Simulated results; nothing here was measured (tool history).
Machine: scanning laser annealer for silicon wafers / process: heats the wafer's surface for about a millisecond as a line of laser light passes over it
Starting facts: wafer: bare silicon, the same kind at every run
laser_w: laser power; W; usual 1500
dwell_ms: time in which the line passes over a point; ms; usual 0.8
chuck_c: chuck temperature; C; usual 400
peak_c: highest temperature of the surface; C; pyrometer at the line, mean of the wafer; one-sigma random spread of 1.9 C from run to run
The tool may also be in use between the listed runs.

run 1 day=0 | laser_w=1500 dwell_ms=0.8 chuck_c=400 | peak_c=1105
run 2 day=2.95 | laser_w=1500 dwell_ms=0.958 chuck_c=400 | peak_c=1164
run 3 day=5.433 | laser_w=1500 dwell_ms=0.8 chuck_c=434 | peak_c=1138
run 4 day=8.179 | laser_w=1500 dwell_ms=0.8 chuck_c=434 | peak_c=1139
run 5 day=11.671 | laser_w=1500 dwell_ms=0.8 chuck_c=408 | peak_c=1116
run 6 day=13.962 | laser_w=1500 dwell_ms=0.8 chuck_c=400 | peak_c=1109
run 7 day=15.667 | laser_w=1500 dwell_ms=0.8 chuck_c=400 | peak_c=1103
run 8 day=17.267 | laser_w=1500 dwell_ms=0.8 chuck_c=400 | peak_c=1104
run 9 day=20.525 | laser_w=1500 dwell_ms=0.8 chuck_c=407 | peak_c=1112
run 10 day=23.621 | laser_w=1500 dwell_ms=0.8 chuck_c=400 | peak_c=1103
run 11 day=26.896 | laser_w=1500 dwell_ms=0.8 chuck_c=400 | peak_c=1107
run 12 day=28.725 | laser_w=1500 dwell_ms=0.8 chuck_c=400 | peak_c=1104
run 13 day=30.579 | laser_w=1500 dwell_ms=0.8 chuck_c=400 | peak_c=1109
run 14 day=33.6 | laser_w=1438 dwell_ms=0.8 chuck_c=400 | peak_c=1070
run 15 day=36.125 | laser_w=1438 dwell_ms=0.8 chuck_c=400 | peak_c=1070
run 16 day=39.808 | laser_w=1500 dwell_ms=0.8 chuck_c=400 | peak_c=1106
run 17 day=42.358 | laser_w=1500 dwell_ms=0.8 chuck_c=400 | peak_c=1107
run 18 day=45.788 | laser_w=1417 dwell_ms=0.8 chuck_c=400 | peak_c=1057
-- day=47.762 window over the wafer cleaned
run 19 day=48.921 | laser_w=1417 dwell_ms=0.8 chuck_c=400 | peak_c=1057
run 20 day=50.562 | laser_w=1500 dwell_ms=0.8 chuck_c=439 | peak_c=1147
run 21 day=52.546 | laser_w=1500 dwell_ms=0.885 chuck_c=439 | peak_c=1177
run 22 day=54.429 | laser_w=1500 dwell_ms=0.885 chuck_c=439 | peak_c=1180
run 23 day=57.408 | laser_w=1500 dwell_ms=0.885 chuck_c=439 | peak_c=1180
run 24 day=60.642 | laser_w=1500 dwell_ms=0.885 chuck_c=439 | peak_c=1178
run 25 day=62.821 | laser_w=1538 dwell_ms=0.8 chuck_c=400 | peak_c=1129
run 26 day=65.479 | laser_w=1500 dwell_ms=0.632 chuck_c=413 | peak_c=1048
run 27 day=69.217 | laser_w=1500 dwell_ms=0.632 chuck_c=413 | peak_c=1051
-- day=71.683 optics aligned, line set to its width
run 28 day=71.846 | laser_w=1500 dwell_ms=0.632 chuck_c=413 | peak_c=1045
run 29 day=73.692 | laser_w=1500 dwell_ms=0.575 chuck_c=361 | peak_c=971
run 30 day=76.704 | laser_w=1500 dwell_ms=0.575 chuck_c=392 | peak_c=1002
run 31 day=79.05 | laser_w=1500 dwell_ms=0.575 chuck_c=392 | peak_c=1005
run 32 day=80.908 | laser_w=1475 dwell_ms=0.8 chuck_c=365 | peak_c=1057
run 33 day=82.733 | laser_w=1475 dwell_ms=0.8 chuck_c=365 | peak_c=1056
run 34 day=85.558 | laser_w=1332 dwell_ms=0.863 chuck_c=383 | peak_c=1010
run 35 day=87.196 | laser_w=1332 dwell_ms=0.863 chuck_c=383 | peak_c=1008
run 36 day=88.929 | laser_w=1500 dwell_ms=0.8 chuck_c=362 | peak_c=1070
run 37 day=92.708 | laser_w=1319 dwell_ms=0.8 chuck_c=400 | peak_c=1000
run 38 day=95.088 | laser_w=1282 dwell_ms=0.654 chuck_c=400 | peak_c=927
run 39 day=97.283 | laser_w=1282 dwell_ms=0.654 chuck_c=400 | peak_c=928
run 40 day=98.867 | laser_w=1550 dwell_ms=0.634 chuck_c=399 | peak_c=1062
-- day=99.462 window over the wafer cleaned
run 41 day=101.383 | laser_w=1550 dwell_ms=0.634 chuck_c=399 | peak_c=1066

Predict each of these 4 candidate next runs independently; none follows another, all start after run 41:
run A day=102.912 | laser_w=1550 dwell_ms=0.634 chuck_c=414 | peak_c=?
run B day=102.912 | laser_w=1500 dwell_ms=0.587 chuck_c=400 | peak_c=?
run C day=102.912 | laser_w=1500 dwell_ms=0.62 chuck_c=400 | peak_c=?
run D day=102.912 | laser_w=1550 dwell_ms=0.634 chuck_c=376 | peak_c=?

run=A peak_c=1081
run=B peak_c=1017
run=C peak_c=1029
run=D peak_c=1040
Without the tool's hidden state the same runs would have given:
run=A peak_c=1080
run=B peak_c=1016
run=C peak_c=1028
run=D peak_c=1038
